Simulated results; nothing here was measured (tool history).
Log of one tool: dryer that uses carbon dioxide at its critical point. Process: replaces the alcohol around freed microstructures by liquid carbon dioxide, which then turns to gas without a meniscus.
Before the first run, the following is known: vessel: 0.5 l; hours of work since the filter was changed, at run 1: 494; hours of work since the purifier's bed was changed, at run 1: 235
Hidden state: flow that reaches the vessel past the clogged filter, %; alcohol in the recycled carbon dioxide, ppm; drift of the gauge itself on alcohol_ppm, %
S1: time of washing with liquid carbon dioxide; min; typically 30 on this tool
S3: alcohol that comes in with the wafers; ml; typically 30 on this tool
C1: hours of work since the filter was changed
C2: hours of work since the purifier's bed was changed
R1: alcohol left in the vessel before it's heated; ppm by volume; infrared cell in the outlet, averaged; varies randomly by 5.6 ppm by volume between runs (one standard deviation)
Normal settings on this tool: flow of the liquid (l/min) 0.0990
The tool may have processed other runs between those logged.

run 1 day=0.000 | S1=30 flow_of_the_liquid_(l/min)=0.0990 S3=30 | C1=494 C2=235 | R1=245
run 2 day=0.342 | S1=30 flow_of_the_liquid_(l/min)=0.0990 S3=30 | C1=498 C2=239 | R1=244
run 3 day=0.754 | S1=30 flow_of_the_liquid_(l/min)=0.0990 S3=30 | C1=502 C2=243 | R1=244
run 4 day=0.979 | S1=30 flow_of_the_liquid_(l/min)=0.0990 S3=30 | C1=505 C2=246 | R1=242
run 5 day=1.479 | S1=30 flow_of_the_liquid_(l/min)=0.0990 S3=30 | C1=510 C2=251 | R1=254
run 6 day=1.775 | S1=30 flow_of_the_liquid_(l/min)=0.0990 S3=30 | C1=513 C2=254 | R1=252
run 7 day=2.092 | S1=19 flow_of_the_liquid_(l/min)=0.0990 S3=30 | C1=516 C2=257 | R1=1738
run 8 day=2.642 | S1=35 flow_of_the_liquid_(l/min)=0.0990 S3=30 | C1=522 C2=263 | R1=117
run 9 day=2.921 | S1=30 flow_of_the_liquid_(l/min)=0.0990 S3=30 | C1=525 C2=266 | R1=256
run 10 day=3.408 | S1=30 flow_of_the_liquid_(l/min)=0.0990 S3=30 | C1=530 C2=271 | R1=258
run 11 day=3.842 | S1=27 flow_of_the_liquid_(l/min)=0.0990 S3=30 | C1=535 C2=276 | R1=412
run 12 day=4.333 | S1=27 flow_of_the_liquid_(l/min)=0.0990 S3=31 | C1=540 C2=281 | R1=441
run 13 day=4.679 | S1=30 flow_of_the_liquid_(l/min)=0.0990 S3=30 | C1=544 C2=285 | R1=249
run 14 day=5.150 | S1=30 flow_of_the_liquid_(l/min)=0.0990 S3=30 | C1=549 C2=290 | R1=252
run 15 day=5.454 | S1=30 flow_of_the_liquid_(l/min)=0.0990 S3=30 | C1=552 C2=293 | R1=264
run 16 day=5.862 | S1=30 flow_of_the_liquid_(l/min)=0.0990 S3=30 | C1=557 C2=297 | R1=267
run 17 day=6.088 | S1=30 flow_of_the_liquid_(l/min)=0.0846 S3=30 | C1=559 C2=300 | R1=533
run 18 day=6.379 | S1=26 flow_of_the_liquid_(l/min)=0.0990 S3=30 | C1=562 C2=303 | R1=528
run 19 day=6.867 | S1=26 flow_of_the_liquid_(l/min)=0.0990 S3=30 | C1=567 C2=308 | R1=516
run 20 day=7.096 | S1=30 flow_of_the_liquid_(l/min)=0.1130 S3=30 | C1=570 C2=311 | R1=142
-- day=7.546 inlet filter changed
run 21 day=7.679 | S1=30 flow_of_the_liquid_(l/min)=0.1130 S3=30 | C1=1 C2=316 | R1=111
run 22 day=8.171 | S1=37 flow_of_the_liquid_(l/min)=0.1130 S3=30 | C1=7 C2=321 | R1=43
run 23 day=8.533 | S1=37 flow_of_the_liquid_(l/min)=0.1130 S3=30 | C1=10 C2=325 | R1=42
run 24 day=8.788 | S1=37 flow_of_the_liquid_(l/min)=0.1130 S3=30 | C1=13 C2=328 | R1=46
run 25 day=9.338 | S1=37 flow_of_the_liquid_(l/min)=0.1130 S3=30 | C1=19 C2=334 | R1=57
run 26 day=9.650 | S1=37 flow_of_the_liquid_(l/min)=0.1130 S3=30 | C1=22 C2=337 | R1=54
run 27 day=9.971 | S1=40 flow_of_the_liquid_(l/min)=0.0640 S3=30 | C1=26 C2=341 | R1=399
run 28 day=10.292 | S1=25 flow_of_the_liquid_(l/min)=0.0706 S3=30 | C1=29 C2=344 | R1=1835
run 29 day=10.717 | S1=25 flow_of_the_liquid_(l/min)=0.0706 S3=30 | C1=34 C2=348 | R1=1822
run 30 day=11.271 | S1=25 flow_of_the_liquid_(l/min)=0.0706 S3=30 | C1=39 C2=354 | R1=1840
run 31 day=11.612 | S1=25 flow_of_the_liquid_(l/min)=0.0706 S3=30 | C1=43 C2=358 | R1=1813
run 32 day=12.033 | S1=30 flow_of_the_liquid_(l/min)=0.0603 S3=30 | C1=48 C2=362 | R1=1640
run 33 day=12.450 | S1=26 flow_of_the_liquid_(l/min)=0.0689 S3=22 | C1=52 C2=367 | R1=1288
run 34 day=12.925 | S1=29 flow_of_the_liquid_(l/min)=0.1224 S3=104 | C1=57 C2=372 | R1=246
run 35 day=13.162 | S1=21 flow_of_the_liquid_(l/min)=0.0629 S3=46 | C1=60 C2=374 | R1=6518
run 36 day=13.579 | S1=21 flow_of_the_liquid_(l/min)=0.0629 S3=46 | C1=64 C2=379 | R1=6690
run 37 day=14.088 | S1=21 flow_of_the_liquid_(l/min)=0.0629 S3=46 | C1=69 C2=384 | R1=6586
run 38 day=14.475 | S1=21 flow_of_the_liquid_(l/min)=0.0629 S3=46 | C1=73 C2=388 | R1=6656
run 39 day=14.971 | S1=20 flow_of_the_liquid_(l/min)=0.1583 S3=30 | C1=79 C2=394 | R1=185
run 40 day=15.358 | S1=30 flow_of_the_liquid_(l/min)=0.0751 S3=30 | C1=83 C2=398 | R1=742
run 41 day=15.838 | S1=30 flow_of_the_liquid_(l/min)=0.0751 S3=30 | C1=88 C2=403 | R1=715
run 42 day=16.283 | S1=30 flow_of_the_liquid_(l/min)=0.0755 S3=35 | C1=93 C2=408 | R1=814
run 43 day=16.688 | S1=31 flow_of_the_liquid_(l/min)=0.0882 S3=35 | C1=97 C2=412 | R1=373
run 44 day=16.962 | S1=25 flow_of_the_liquid_(l/min)=0.1612 S3=103 | C1=100 C2=415 | R1=131
run 45 day=17.204 | S1=25 flow_of_the_liquid_(l/min)=0.1612 S3=103 | C1=102 C2=417 | R1=127
run 46 day=17.604 | S1=35 flow_of_the_liquid_(l/min)=0.0820 S3=30 | C1=107 C2=422 | R1=255
run 47 day=18.146 | S1=32 flow_of_the_liquid_(l/min)=0.1139 S3=21 | C1=112 C2=427 | R1=80

Hidden condition of the tool, last listed run before each entry between runs versus first listed run after:
In the gap between runs 20 and 21: inlet filter changed (day 7.546)
  flow that reaches the vessel past the clogged filter, %: 94.5 -> 99.6; alcohol in the recycled carbon dioxide, ppm: 30.4 -> 30.9
  measured value less the no-hidden-state value, R1: +60 -> +28 ppm by volume
